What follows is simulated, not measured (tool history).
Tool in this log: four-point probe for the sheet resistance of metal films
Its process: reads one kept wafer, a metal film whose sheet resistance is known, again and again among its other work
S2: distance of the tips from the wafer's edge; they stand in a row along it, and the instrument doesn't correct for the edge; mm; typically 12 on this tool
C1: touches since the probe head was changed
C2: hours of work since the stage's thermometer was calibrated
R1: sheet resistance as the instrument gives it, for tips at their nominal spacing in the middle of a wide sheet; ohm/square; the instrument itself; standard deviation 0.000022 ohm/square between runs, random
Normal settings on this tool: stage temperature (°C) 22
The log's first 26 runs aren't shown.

Run 27, day 10.925: usual settings but S2 41 mm; C1 114354; C2 17. Result: R1 0.108315 ohm/square.
Run 28, day 11.442: usual settings but stage temperature (°C) 34, S2 41 mm; C1 114833; C2 22. Result: R1 0.108295 ohm/square.
Run 29, day 12.021: usual settings but S2 6 mm; C1 115372; C2 28. Result: R1 0.109862 ohm/square.
At day 12.254: stage's thermometer calibrated, once more.
Run 30, day 12.65: usual settings but stage temperature (°C) 30, S2 22 mm; C1 115934; C2 4. Result: R1 0.108398 ohm/square.
Run 31, day 12.954: usual settings but stage temperature (°C) 24, S2 37 mm; C1 116216; C2 7. Result: R1 0.108336 ohm/square.
Run 32, day 13.521: usual settings but S2 18 mm; C1 116742; C2 13. Result: R1 0.108479 ohm/square.
Run 33, day 14.158: usual settings but S2 18 mm; C1 117330; C2 20. Result: R1 0.108483 ohm/square.
Run 34, day 14.425: usual settings but stage temperature (°C) 20, S2 31 mm; C1 117579; C2 22. Result: R1 0.108348 ohm/square.
Run 35, day 14.721: usual settings but stage temperature (°C) 24, S2 3 mm; C1 117852; C2 25. Result: R1 0.114425 ohm/square.
Run 36, day 15.267: usual settings but S2 3 mm; C1 118359; C2 31. Result: R1 0.114413 ohm/square.
Run 37, day 15.812: usual settings but stage temperature (°C) 34, S2 45 mm; C1 118865; C2 37. Result: R1 0.108363 ohm/square.
Run 38, day 16.146: usual settings but stage temperature (°C) 24, S2 55 mm; C1 119174; C2 40. Result: R1 0.10836 ohm/square.
Run 39, day 16.525: usual settings but stage temperature (°C) 27, S2 39 mm; C1 119524; C2 44. Result: R1 0.108347 ohm/square.
Run 40, day 17.075: usual settings but S2 4 mm; C1 120033; C2 50. Result: R1 0.111856 ohm/square.
Run 41, day 17.438: usual settings but S2 4 mm; C1 120370; C2 54. Result: R1 0.111837 ohm/square.
Run 42, day 17.846: usual settings but S2 4 mm; C1 120749; C2 58. Result: R1 0.11185 ohm/square.
Run 43, day 18.212: usual settings but S2 4 mm; C1 121086; C2 62. Result: R1 0.111876 ohm/square.
Run 44, day 18.583: usual settings but stage temperature (°C) 21, S2 55 mm; C1 121432; C2 65. Result: R1 0.108391 ohm/square.

Here are 4 independent what-if runs from the current tool condition. What would each one return?
Run A, day 18.883: usual settings but stage temperature (°C) 32, S2 48 mm; C1 121709; C2 69. Result: R1 ?.
Run B, day 18.883: usual settings but stage temperature (°C) 23, S2 13 mm; C1 121709; C2 69. Result: R1 ?.
Run C, day 18.883: usual settings but stage temperature (°C) 34, S2 36 mm; C1 121709; C2 69. Result: R1 ?.
Run D, day 18.883: usual settings but stage temperature (°C) 31, S2 64 mm; C1 121709; C2 69. Result: R1 ?.

run        R1
  A   0.10836
  B  0.108706
  C  0.108398
  D  0.108357
The same runs, with their run-to-run variation unchanged, on a tool lacking any hidden condition would have given:
run        R1
  A  0.107714
  B  0.108059
  C  0.107751
  D   0.10771
